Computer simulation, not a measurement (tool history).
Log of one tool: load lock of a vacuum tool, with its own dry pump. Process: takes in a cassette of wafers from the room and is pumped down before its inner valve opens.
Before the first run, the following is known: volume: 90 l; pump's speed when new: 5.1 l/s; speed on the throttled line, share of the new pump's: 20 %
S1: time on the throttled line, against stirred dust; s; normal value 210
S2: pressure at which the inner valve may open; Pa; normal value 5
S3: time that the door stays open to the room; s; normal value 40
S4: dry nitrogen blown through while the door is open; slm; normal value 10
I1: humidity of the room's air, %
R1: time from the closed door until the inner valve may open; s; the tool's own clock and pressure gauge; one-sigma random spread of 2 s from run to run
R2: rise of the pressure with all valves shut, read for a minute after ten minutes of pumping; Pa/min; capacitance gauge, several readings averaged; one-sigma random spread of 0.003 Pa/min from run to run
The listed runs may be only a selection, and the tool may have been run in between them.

run,day,S1,S2,S3,S4,I1,R1,R2
1,0.000,210,5,40,10,46.2,357.2,0.161
2,25.071,210,5,40,10,43.5,357.1,0.186
3,43.146,210,5,40,10,46.0,357.0,0.194
4,68.304,210,5,40,10,46.0,357.5,0.220
5,87.958,210,5,90,10,44.9,355.4,0.241
6,105.004,210,5,90,10,42.4,353.8,0.261
7,117.325,210,5,90,10,44.7,355.7,0.263
8,130.192,210,5,58,10,44.7,355.5,0.261
9,155.312,210,5,58,10,44.5,355.2,0.288
10,170.075,210,5,58,10,50.6,359.7,0.301
11,185.683,227,5,40,10,42.2,374.3,0.308
12,201.367,265,5,40,10,43.1,401.2,0.326
13,214.958,265,5,40,10,44.7,408.3,0.335
14,228.800,265,5,40,10,44.9,404.5,0.352
15,247.533,129,5,40,10,44.4,296.0,0.377
16,271.204,129,5,40,10,44.8,300.9,0.378
17,286.662,129,5,40,10,47.8,303.4,0.408
18,301.458,127,5,40,10,41.4,301.4,0.423
19,312.150,247,5,33,10,47.5,392.8,0.437
20,335.146,247,6,214,10,46.9,391.4,0.492
21,357.017,287,5,40,10,43.6,424.0,0.488
22,376.629,287,5,174,10,47.7,424.8,0.530
23,388.988,207,5,40,5,45.2,368.6,0.547
24,407.271,207,6,40,17,46.3,362.3,0.545
# day 424.346: door's seal changed, seat wiped
25,431.654,207,6,40,17,44.0,358.2,0.026
26,453.908,207,6,40,17,41.3,362.6,0.026
# day 464.571: dry pump taken out, an overhauled one fitted
27,467.379,207,6,40,17,42.3,343.2,0.035
28,478.750,207,6,40,7,43.2,340.7,0.038
29,489.292,207,6,40,7,42.9,340.2,0.047

Forecast each of these 4 alternatives for the next run:
A,507.433,127,8,152,7,42.0,?,?
B,507.433,207,6,116,7,42.8,?,?
C,507.433,207,10,89,7,45.2,?,?
D,507.433,187,6,40,14,48.0,?,?

run,R1,R2
A,272.7,0.072
B,341.7,0.068
C,328.4,0.067
D,322.5,0.047
With no hidden state in the tool, these same runs would have given:
run,R1,R2
A,273.5,0.049
B,342.5,0.044
C,329.1,0.043
D,323.3,0.024
